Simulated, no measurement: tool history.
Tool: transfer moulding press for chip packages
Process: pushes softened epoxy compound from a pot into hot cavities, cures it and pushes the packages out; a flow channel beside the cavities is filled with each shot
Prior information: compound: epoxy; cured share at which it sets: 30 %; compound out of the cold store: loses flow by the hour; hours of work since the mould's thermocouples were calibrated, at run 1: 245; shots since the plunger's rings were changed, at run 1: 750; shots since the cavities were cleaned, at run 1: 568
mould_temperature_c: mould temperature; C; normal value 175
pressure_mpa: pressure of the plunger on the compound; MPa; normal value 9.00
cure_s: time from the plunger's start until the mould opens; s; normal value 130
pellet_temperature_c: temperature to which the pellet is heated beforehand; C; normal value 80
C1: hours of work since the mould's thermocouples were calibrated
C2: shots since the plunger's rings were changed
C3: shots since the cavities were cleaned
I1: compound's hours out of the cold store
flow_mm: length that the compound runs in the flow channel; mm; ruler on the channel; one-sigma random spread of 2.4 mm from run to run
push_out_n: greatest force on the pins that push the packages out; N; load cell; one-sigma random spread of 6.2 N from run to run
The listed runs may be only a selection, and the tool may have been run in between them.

{"run": 1, "hour": 0.0, "mould_temperature_c": 175, "pressure_mpa": 9.0, "cure_s": 130, "pellet_temperature_c": 80, "C1": 245, "C2": 750, "C3": 568, "I1": 33.3, "flow_mm": 880, "push_out_n": 495}
{"hour": 19.5, "done": "cavities cleaned with cleaning compound and waxed"}
{"run": 2, "hour": 27.6, "mould_temperature_c": 175, "pressure_mpa": 9.0, "cure_s": 151, "pellet_temperature_c": 80, "C1": 265, "C2": 1024, "C3": 85, "I1": 31.3, "flow_mm": 885, "push_out_n": 289}
{"run": 3, "hour": 68.4, "mould_temperature_c": 175, "pressure_mpa": 9.0, "cure_s": 151, "pellet_temperature_c": 80, "C1": 297, "C2": 1453, "C3": 514, "I1": 19.9, "flow_mm": 921, "push_out_n": 454}
{"hour": 91.2, "done": "cavities cleaned with cleaning compound and waxed"}
{"run": 4, "hour": 101.1, "mould_temperature_c": 175, "pressure_mpa": 9.0, "cure_s": 130, "pellet_temperature_c": 80, "C1": 321, "C2": 1781, "C3": 104, "I1": 28.9, "flow_mm": 890, "push_out_n": 330}
{"run": 5, "hour": 139.0, "mould_temperature_c": 175, "pressure_mpa": 9.0, "cure_s": 130, "pellet_temperature_c": 80, "C1": 350, "C2": 2180, "C3": 503, "I1": 30.1, "flow_mm": 879, "push_out_n": 483}
{"hour": 162.2, "done": "cavities cleaned with cleaning compound and waxed"}
{"run": 6, "hour": 180.3, "mould_temperature_c": 175, "pressure_mpa": 9.0, "cure_s": 130, "pellet_temperature_c": 84, "C1": 381, "C2": 2598, "C3": 190, "I1": 27.5, "flow_mm": 881, "push_out_n": 379}
{"run": 7, "hour": 198.5, "mould_temperature_c": 175, "pressure_mpa": 9.0, "cure_s": 130, "pellet_temperature_c": 84, "C1": 395, "C2": 2789, "C3": 381, "I1": 47.1, "flow_mm": 829, "push_out_n": 453}
{"run": 8, "hour": 220.7, "mould_temperature_c": 175, "pressure_mpa": 9.0, "cure_s": 130, "pellet_temperature_c": 84, "C1": 412, "C2": 3023, "C3": 615, "I1": 14.4, "flow_mm": 920, "push_out_n": 527}
{"hour": 234.4, "done": "cavities cleaned with cleaning compound and waxed"}
{"run": 9, "hour": 244.7, "mould_temperature_c": 175, "pressure_mpa": 9.0, "cure_s": 130, "pellet_temperature_c": 84, "C1": 430, "C2": 3260, "C3": 109, "I1": 32.0, "flow_mm": 865, "push_out_n": 334}
{"run": 10, "hour": 277.3, "mould_temperature_c": 175, "pressure_mpa": 9.0, "cure_s": 130, "pellet_temperature_c": 81, "C1": 455, "C2": 3602, "C3": 451, "I1": 24.2, "flow_mm": 887, "push_out_n": 460}
{"run": 11, "hour": 298.2, "mould_temperature_c": 175, "pressure_mpa": 9.0, "cure_s": 130, "pellet_temperature_c": 80, "C1": 471, "C2": 3822, "C3": 671, "I1": 34.9, "flow_mm": 851, "push_out_n": 512}
{"hour": 305.2, "done": "cavities cleaned with cleaning compound and waxed"}
{"hour": 330.6, "done": "mould's thermocouples calibrated"}
{"run": 12, "hour": 336.0, "mould_temperature_c": 175, "pressure_mpa": 9.0, "cure_s": 130, "pellet_temperature_c": 80, "C1": 4, "C2": 4183, "C3": 303, "I1": 45.1, "flow_mm": 817, "push_out_n": 425}
{"run": 13, "hour": 362.1, "mould_temperature_c": 167, "pressure_mpa": 9.47, "cure_s": 169, "pellet_temperature_c": 79, "C1": 24, "C2": 4457, "C3": 577, "I1": 34.1, "flow_mm": 887, "push_out_n": 500}
{"hour": 374.5, "done": "plunger's sealing rings changed"}
{"hour": 382.2, "done": "cavities cleaned with cleaning compound and waxed"}
{"run": 14, "hour": 398.1, "mould_temperature_c": 174, "pressure_mpa": 7.05, "cure_s": 158, "pellet_temperature_c": 80, "C1": 49, "C2": 232, "C3": 167, "I1": 16.2, "flow_mm": 830, "push_out_n": 348}
{"run": 15, "hour": 420.4, "mould_temperature_c": 171, "pressure_mpa": 9.0, "cure_s": 162, "pellet_temperature_c": 80, "C1": 66, "C2": 466, "C3": 401, "I1": 24.2, "flow_mm": 921, "push_out_n": 434}
{"run": 16, "hour": 437.7, "mould_temperature_c": 169, "pressure_mpa": 8.02, "cure_s": 123, "pellet_temperature_c": 73, "C1": 80, "C2": 648, "C3": 583, "I1": 23.6, "flow_mm": 874, "push_out_n": 717}
{"hour": 453.3, "done": "cavities cleaned with cleaning compound and waxed"}
{"run": 17, "hour": 473.6, "mould_temperature_c": 171, "pressure_mpa": 8.45, "cure_s": 167, "pellet_temperature_c": 78, "C1": 107, "C2": 1011, "C3": 214, "I1": 31.6, "flow_mm": 862, "push_out_n": 372}

What will run 18 give?
{"run": 18, "hour": 511.2, "mould_temperature_c": 175, "pressure_mpa": 6.97, "cure_s": 130, "pellet_temperature_c": 78, "C1": 136, "C2": 1406, "C3": 609, "I1": 25.1, "flow_mm": "?", "push_out_n": "?"}

For run 18 the tool returned flow_mm 797 mm, push_out_n 494 N.
On a tool with no hidden condition, and with the same random variation, this run would have come out at flow_mm 808 mm, push_out_n 238 N.
